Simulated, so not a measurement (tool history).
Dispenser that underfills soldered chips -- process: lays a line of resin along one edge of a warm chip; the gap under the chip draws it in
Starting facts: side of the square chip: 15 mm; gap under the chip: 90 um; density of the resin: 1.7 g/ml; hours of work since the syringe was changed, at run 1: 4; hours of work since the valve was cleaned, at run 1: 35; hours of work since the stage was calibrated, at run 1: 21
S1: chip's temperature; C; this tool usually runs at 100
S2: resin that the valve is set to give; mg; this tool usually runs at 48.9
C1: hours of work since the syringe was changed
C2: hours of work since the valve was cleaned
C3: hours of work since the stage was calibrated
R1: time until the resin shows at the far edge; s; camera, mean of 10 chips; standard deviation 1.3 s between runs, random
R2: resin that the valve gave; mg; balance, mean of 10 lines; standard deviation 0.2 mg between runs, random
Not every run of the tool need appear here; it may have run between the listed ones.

run   hour   S1    S2  C1  C2   C3     R1     R2
  1      0  100  48.9   4  35   21  176.3  47.89
  2    8.2   91  48.9   9  40   26  375.6  47.72
      11.9  -- new syringe of resin
  3   16.7  106  48.9   3  45   31  136.2  47.74
  4   27.4   90  48.9   9  51   37  422.5  47.61
      29.5  -- new syringe of resin
  5   37.8   90  48.9   5  58   43  286.6  47.51
      47.1  -- new syringe of resin
  6   47.5  110  48.9   0  63   49   95.4  47.08
  7   56.1  100  48.9   6  69   54  209.3  46.94
      64.7  -- new syringe of resin
  8   64.7  100    42   0  74   59  135.3  39.99
  9   75.5  100  48.9   7  80   66  233.7  46.79
 10   81.5  100  42.2  10  84   70  335.4   40.2
        83  -- new syringe of resin
 11   93.6  100  56.8   6  91   77  222.8  53.47
     100.7  -- new syringe of resin
     103.2  -- dispensing valve cleaned and set on the balance
 12    109  100  46.1   4   4   85  195.1   46.1
 13  115.3  100  42.9   8   7   89  275.8  42.76
     119.6  -- new syringe of resin
 14  125.7   98  48.9   4  14   95  190.2   48.6
 15  136.6  100  46.7  10  20  102  323.9  46.38
     137.5  -- new syringe of resin
 16  142.7  100  46.7   3  24  106  177.3  46.74
 17  148.9  100  48.9   7  28  109  244.6  48.37
     155.8  -- new syringe of resin
 18  157.4  100  48.9   1  33  114    142  48.37
 19  166.2  100    43   6  38  120  244.1  42.05
     174.1  -- new syringe of resin
 20  180.8  100    43   4  47  128  192.7  41.82
     192.3  -- new syringe of resin
 21  193.9  100    43   1  54  136  154.3  41.87
 22    205  100    43   8  61  143  277.1  41.52
     210.2  -- new syringe of resin
 23  216.2  100    43   4  68  150  188.1  41.38
     228.4  -- new syringe of resin
 24  229.9  101  50.2   1  76  158  138.2  47.93
 25  236.5   88  46.1   5  80  162  313.9     44
     246.2  -- new syringe of resin
 26  246.9   89  42.9   0  86  168  211.8  40.57
 27  253.2  101  47.2   4  90  172  193.7  44.53
 28  261.6  115  48.9   9  95  177  189.5  46.45
     264.4  -- dispensing valve cleaned and set on the balance
     265.9  -- new syringe of resin
 29  276.9  108  48.9   7   7  186  184.9  48.49
     283.6  -- new syringe of resin
 30  289.1  108  48.9   3  15  193  138.9  48.59
 31  297.2  101  50.5   8  20  198  265.8  49.81
     301.2  -- new syringe of resin
 32  309.2  100  47.8   5  27  205  205.8  46.87
 33    317   86    54  10  32  210  509.2  52.91
     319.7  -- new syringe of resin
 34  327.9   86    54   5  38  216  335.7  52.84
     337.7  -- new syringe of resin
 35  341.4   86    54   2  46  224  261.4  52.32

Predict each of these 3 candidate next runs independently; none follows another, all start after run 35:
  A  350.4  102  45.4   8  52  230   ?   ?
  B  350.4  107  61.9   8  52  230   ?   ?
  C  350.4   93  62.9   8  52  230   ?   ?

run     R1     R2
  A  255.7  44.03
  B  207.2  59.87
  C  329.5  61.12
Stripped of hidden state, with their random variation kept, the same runs would have yielded:
run     R1     R2
  A  119.6  45.45
  B   97.7   61.8
  C  154.9   63.1

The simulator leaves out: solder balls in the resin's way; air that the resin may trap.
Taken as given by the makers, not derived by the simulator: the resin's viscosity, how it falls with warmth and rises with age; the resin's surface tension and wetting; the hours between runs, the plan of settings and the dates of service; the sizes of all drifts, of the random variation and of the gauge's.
